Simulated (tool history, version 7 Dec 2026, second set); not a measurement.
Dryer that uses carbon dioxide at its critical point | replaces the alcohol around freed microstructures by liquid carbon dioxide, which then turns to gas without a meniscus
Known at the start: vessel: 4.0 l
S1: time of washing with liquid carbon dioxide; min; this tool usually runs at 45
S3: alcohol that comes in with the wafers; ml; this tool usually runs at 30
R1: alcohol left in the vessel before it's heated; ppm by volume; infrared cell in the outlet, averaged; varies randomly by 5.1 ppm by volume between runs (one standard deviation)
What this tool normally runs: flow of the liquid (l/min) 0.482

Run 1, hour 0.0: usual settings. Result: R1 147 ppm by volume.
Run 2, hour 14.2: usual settings. Result: R1 146 ppm by volume.
Run 3, hour 28.1: usual settings but S1 49 min. Result: R1 109 ppm by volume.
Run 4, hour 47.6: usual settings but S1 49 min. Result: R1 111 ppm by volume.
Run 5, hour 62.2: usual settings but S1 33 min. Result: R1 416 ppm by volume.
Run 6, hour 78.0: usual settings but S1 33 min, flow of the liquid (l/min) 0.468. Result: R1 468 ppm by volume.
Run 7, hour 97.0: usual settings but S1 40 min, flow of the liquid (l/min) 0.468. Result: R1 278 ppm by volume.
Run 8, hour 109.8: usual settings but S1 40 min, flow of the liquid (l/min) 0.468. Result: R1 267 ppm by volume.
Run 9, hour 121.1: usual settings. Result: R1 172 ppm by volume.
Run 10, hour 134.0: usual settings. Result: R1 177 ppm by volume.
Run 11, hour 146.8: usual settings. Result: R1 176 ppm by volume.
Run 12, hour 167.1: usual settings. Result: R1 174 ppm by volume.
Run 13, hour 176.7: usual settings. Result: R1 185 ppm by volume.
At hour 185.8: inlet filter changed.
Run 14, hour 194.2: usual settings. Result: R1 111 ppm by volume.
Run 15, hour 214.9: usual settings. Result: R1 120 ppm by volume.
Run 16, hour 230.6: usual settings but S3 62 ml. Result: R1 194 ppm by volume.
Run 17, hour 249.6: usual settings. Result: R1 113 ppm by volume.
Run 18, hour 258.2: usual settings. Result: R1 114 ppm by volume.
Run 19, hour 270.3: usual settings. Result: R1 123 ppm by volume.
Run 20, hour 285.7: usual settings. Result: R1 120 ppm by volume.
Run 21, hour 298.7: usual settings but S1 53 min, S3 50 ml. Result: R1 102 ppm by volume.
Run 22, hour 307.4: usual settings but S1 59 min, flow of the liquid (l/min) 0.341, S3 39 ml. Result: R1 194 ppm by volume.
Run 23, hour 323.9: usual settings but S1 59 min, flow of the liquid (l/min) 0.341, S3 39 ml. Result: R1 195 ppm by volume.
Run 24, hour 340.0: usual settings but S1 43 min, flow of the liquid (l/min) 0.450. Result: R1 180 ppm by volume.
Run 25, hour 357.0: usual settings but flow of the liquid (l/min) 0.554, S3 27 ml. Result: R1 79 ppm by volume.
Run 26, hour 374.3: usual settings but flow of the liquid (l/min) 0.554, S3 27 ml. Result: R1 91 ppm by volume.
Run 27, hour 388.1: usual settings but flow of the liquid (l/min) 0.554, S3 27 ml. Result: R1 91 ppm by volume.
Run 28, hour 398.2: usual settings but S1 27 min, flow of the liquid (l/min) 0.454, S3 56 ml. Result: R1 1238 ppm by volume.
Run 29, hour 409.5: usual settings but S1 27 min, flow of the liquid (l/min) 0.454, S3 56 ml. Result: R1 1227 ppm by volume.
Run 30, hour 422.8: usual settings but S1 63 min, flow of the liquid (l/min) 0.454, S3 25 ml. Result: R1 58 ppm by volume.
Run 31, hour 437.9: usual settings but S1 40 min, flow of the liquid (l/min) 0.343. Result: R1 533 ppm by volume.
Run 32, hour 458.2: usual settings but S1 54 min, flow of the liquid (l/min) 0.704, S3 23 ml. Result: R1 49 ppm by volume.
Run 33, hour 471.4: usual settings but S1 54 min, flow of the liquid (l/min) 0.704, S3 23 ml. Result: R1 49 ppm by volume.
Run 34, hour 481.8: usual settings but S1 54 min, flow of the liquid (l/min) 0.704, S3 23 ml. Result: R1 57 ppm by volume.
Run 35, hour 493.2: usual settings but S1 47 min, flow of the liquid (l/min) 0.596, S3 115 ml. Result: R1 155 ppm by volume.
Run 36, hour 508.3: usual settings but flow of the liquid (l/min) 0.334, S3 84 ml. Result: R1 1183 ppm by volume.
Run 37, hour 521.2: usual settings but S1 60 min, flow of the liquid (l/min) 0.418, S3 84 ml. Result: R1 205 ppm by volume.

5 options for the next run, each taken on its own from the tool as it stands now. Forecast them:
Run A, hour 535.3: usual settings but S1 64 min, flow of the liquid (l/min) 0.564, S3 73 ml. Result: R1 ?.
Run B, hour 535.3: usual settings but S1 56 min, flow of the liquid (l/min) 0.418, S3 34 ml. Result: R1 ?.
Run C, hour 535.3: usual settings but S1 36 min, flow of the liquid (l/min) 0.418, S3 54 ml. Result: R1 ?.
Run D, hour 535.3: usual settings but S1 37 min, flow of the liquid (l/min) 0.598, S3 38 ml. Result: R1 ?.
Run E, hour 535.3: usual settings but S1 27 min, flow of the liquid (l/min) 0.584, S3 105 ml. Result: R1 ?.

run    R1
  A    74
  B   147
  C   756
  D   167
  E  1274
Without the tool's hidden state the same runs would have given:
run   R1
  A   23
  B   75
  C  552
  D   82
  E  938
